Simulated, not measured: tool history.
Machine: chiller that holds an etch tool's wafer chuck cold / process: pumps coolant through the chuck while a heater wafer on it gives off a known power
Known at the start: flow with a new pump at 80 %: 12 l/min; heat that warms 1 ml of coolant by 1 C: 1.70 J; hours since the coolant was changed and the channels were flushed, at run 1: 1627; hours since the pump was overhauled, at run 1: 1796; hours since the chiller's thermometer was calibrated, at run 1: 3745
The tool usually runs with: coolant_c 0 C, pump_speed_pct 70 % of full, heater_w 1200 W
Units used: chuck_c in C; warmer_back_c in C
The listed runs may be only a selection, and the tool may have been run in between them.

run,day,coolant_c,pump_speed_pct,heater_w,hours since the coolant was changed and the channels were flushed,hours since the pump was overhauled,hours since the chiller's thermometer was calibrated,chuck_c,warmer_back_c
1,0.000,0,70,1200,1627,1796,3745,9.3,4.02
2,1.071,0,70,1200,1653,1821,3770,9.4,4.05
3,2.692,0,70,1200,1692,1860,3809,9.3,3.99
4,4.175,0,70,1200,1727,1896,3845,9.5,3.98
5,5.133,0,70,1200,1750,1919,3868,9.3,4.01
6,6.079,0,70,795,1773,1941,3891,6.0,2.62
7,7.417,0,70,1342,1805,1974,3923,10.3,4.40
8,8.917,-10,70,1342,1841,2009,3959,0.3,4.34
9,10.421,0,81,1200,1877,2046,3995,8.4,3.33
10,12.354,0,81,1200,1924,2092,4041,8.3,3.35
11,13.542,0,81,1200,1952,2120,4070,8.2,3.33
12,14.867,0,72,1200,1984,2152,4102,9.2,3.78
13,16.379,0,76,1200,2020,2189,4138,8.8,3.48
14,17.212,0,76,1200,2040,2209,4158,8.6,3.50
15,18.079,9,76,1200,2061,2229,4179,17.8,3.57
16,19.008,9,76,1200,2083,2252,4201,17.7,3.52
17,20.696,0,60,1262,2124,2292,4241,11.2,4.72
18,21.546,-9,61,1391,2144,2313,4262,3.3,5.09
19,23.354,-9,61,1391,2188,2356,4305,3.1,5.10
20,24.767,1,61,1717,2222,2390,4339,16.0,6.27
21,25.721,1,66,1205,2244,2413,4362,10.8,3.95
# day 26.825: chiller's thermometer calibrated
22,26.975,6,66,814,2274,2442,4,12.6,2.60
# day 28.012: gauge calibrated
23,28.088,0,77,681,2300,2469,30,4.8,2.11
24,29.229,0,77,681,2328,2496,58,4.9,2.10
25,30.329,2,77,681,2354,2522,84,7.0,2.06
26,31.921,1,95,1518,2392,2561,122,10.3,3.69
27,33.875,-1,95,1518,2439,2608,169,8.2,3.68
28,35.671,9,61,1200,2482,2651,212,19.3,4.55
29,37.625,9,61,1200,2529,2698,259,19.5,4.45
30,39.517,9,61,1608,2575,2743,305,22.9,6.03
31,40.758,9,66,1124,2604,2773,334,18.1,3.87

Branching from run 31: 3 alternative next runs. What would each branch give?
A,42.008,9,90,1124,2634,2803,364,?,?
B,42.008,-4,87,1263,2634,2803,364,?,?
C,42.008,0,70,835,2634,2803,364,?,?

run,chuck_c,warmer_back_c
A,16.0,2.71
B,4.3,3.21
C,6.4,2.60
With no hidden state in the tool, these same runs would have given:
run,chuck_c,warmer_back_c
A,16.0,2.88
B,4.3,3.38
C,6.4,2.77
